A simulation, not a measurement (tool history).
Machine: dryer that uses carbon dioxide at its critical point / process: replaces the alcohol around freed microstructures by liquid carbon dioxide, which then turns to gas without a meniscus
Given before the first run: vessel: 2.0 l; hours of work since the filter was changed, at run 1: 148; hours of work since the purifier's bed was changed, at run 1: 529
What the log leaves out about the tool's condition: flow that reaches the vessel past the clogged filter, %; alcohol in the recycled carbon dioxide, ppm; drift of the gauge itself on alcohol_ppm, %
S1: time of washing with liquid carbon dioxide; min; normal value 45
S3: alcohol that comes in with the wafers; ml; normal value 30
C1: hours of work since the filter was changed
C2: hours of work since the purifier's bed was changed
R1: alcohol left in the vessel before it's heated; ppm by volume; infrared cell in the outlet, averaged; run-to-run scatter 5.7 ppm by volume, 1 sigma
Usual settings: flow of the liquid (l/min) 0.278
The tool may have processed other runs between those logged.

run 1 hour=0 | S1=45 flow_of_the_liquid_(l/min)=0.278 S3=30 | C1=148 C2=529 | R1=351
run 2 hour=17.9 | S1=45 flow_of_the_liquid_(l/min)=0.278 S3=30 | C1=156 C2=538 | R1=350
run 3 hour=35.3 | S1=45 flow_of_the_liquid_(l/min)=0.245 S3=30 | C1=165 C2=547 | R1=504
run 4 hour=62.3 | S1=45 flow_of_the_liquid_(l/min)=0.245 S3=119 | C1=178 C2=560 | R1=1622
run 5 hour=85.4 | S1=45 flow_of_the_liquid_(l/min)=0.245 S3=119 | C1=190 C2=572 | R1=1712
run 6 hour=112.4 | S1=50 flow_of_the_liquid_(l/min)=0.245 S3=119 | C1=203 C2=585 | R1=1229
run 7 hour=142 | S1=40 flow_of_the_liquid_(l/min)=0.278 S3=30 | C1=218 C2=600 | R1=527
run 8 hour=164.6 | S1=40 flow_of_the_liquid_(l/min)=0.278 S3=30 | C1=229 C2=611 | R1=530
run 9 hour=189.6 | S1=40 flow_of_the_liquid_(l/min)=0.278 S3=30 | C1=241 C2=623 | R1=563
run 10 hour=210.9 | S1=40 flow_of_the_liquid_(l/min)=0.293 S3=30 | C1=252 C2=634 | R1=487
run 11 hour=233.8 | S1=45 flow_of_the_liquid_(l/min)=0.278 S3=85 | C1=263 C2=645 | R1=892
run 12 hour=248.4 | S1=45 flow_of_the_liquid_(l/min)=0.278 S3=39 | C1=270 C2=652 | R1=485
run 13 hour=260.6 | S1=45 flow_of_the_liquid_(l/min)=0.278 S3=39 | C1=276 C2=658 | R1=506
run 14 hour=281.9 | S1=45 flow_of_the_liquid_(l/min)=0.278 S3=30 | C1=287 C2=669 | R1=429
run 15 hour=307.4 | S1=45 flow_of_the_liquid_(l/min)=0.369 S3=30 | C1=300 C2=681 | R1=211
run 16 hour=335.1 | S1=49 flow_of_the_liquid_(l/min)=0.278 S3=30 | C1=313 C2=695 | R1=349
-- hour=339.9 inlet filter changed
run 17 hour=361.9 | S1=49 flow_of_the_liquid_(l/min)=0.278 S3=42 | C1=11 C2=708 | R1=328
run 18 hour=384 | S1=49 flow_of_the_liquid_(l/min)=0.278 S3=42 | C1=22 C2=719 | R1=349
run 19 hour=408.1 | S1=49 flow_of_the_liquid_(l/min)=0.278 S3=42 | C1=34 C2=731 | R1=327
run 20 hour=434.6 | S1=49 flow_of_the_liquid_(l/min)=0.278 S3=42 | C1=47 C2=744 | R1=364
run 21 hour=457.1 | S1=45 flow_of_the_liquid_(l/min)=0.275 S3=30 | C1=58 C2=755 | R1=388
run 22 hour=471.7 | S1=45 flow_of_the_liquid_(l/min)=0.464 S3=30 | C1=65 C2=762 | R1=184
run 23 hour=488.2 | S1=29 flow_of_the_liquid_(l/min)=0.278 S3=30 | C1=73 C2=770 | R1=1122
run 24 hour=506 | S1=29 flow_of_the_liquid_(l/min)=0.278 S3=30 | C1=82 C2=779 | R1=1130
run 25 hour=528 | S1=34 flow_of_the_liquid_(l/min)=0.47 S3=30 | C1=93 C2=790 | R1=235
run 26 hour=546.3 | S1=45 flow_of_the_liquid_(l/min)=0.278 S3=32 | C1=102 C2=799 | R1=402
run 27 hour=567.6 | S1=45 flow_of_the_liquid_(l/min)=0.278 S3=32 | C1=113 C2=809 | R1=399
run 28 hour=597.4 | S1=49 flow_of_the_liquid_(l/min)=0.171 S3=30 | C1=127 C2=824 | R1=1102
run 29 hour=626.5 | S1=30 flow_of_the_liquid_(l/min)=0.199 S3=113 | C1=142 C2=839 | R1=7724
run 30 hour=647.5 | S1=41 flow_of_the_liquid_(l/min)=0.199 S3=40 | C1=152 C2=849 | R1=1506
run 31 hour=673.1 | S1=29 flow_of_the_liquid_(l/min)=0.261 S3=40 | C1=165 C2=862 | R1=1828
run 32 hour=698.4 | S1=29 flow_of_the_liquid_(l/min)=0.261 S3=40 | C1=177 C2=874 | R1=1776

Run 33 has not been measured yet. What should we expect?
run 33 hour=714.4 | S1=36 flow_of_the_liquid_(l/min)=0.261 S3=40 | C1=185 C2=882 | R1=?

R1: 1087 ppm by volume
Had the tool carried no hidden state, the very same run would have given R1 724 ppm by volume.
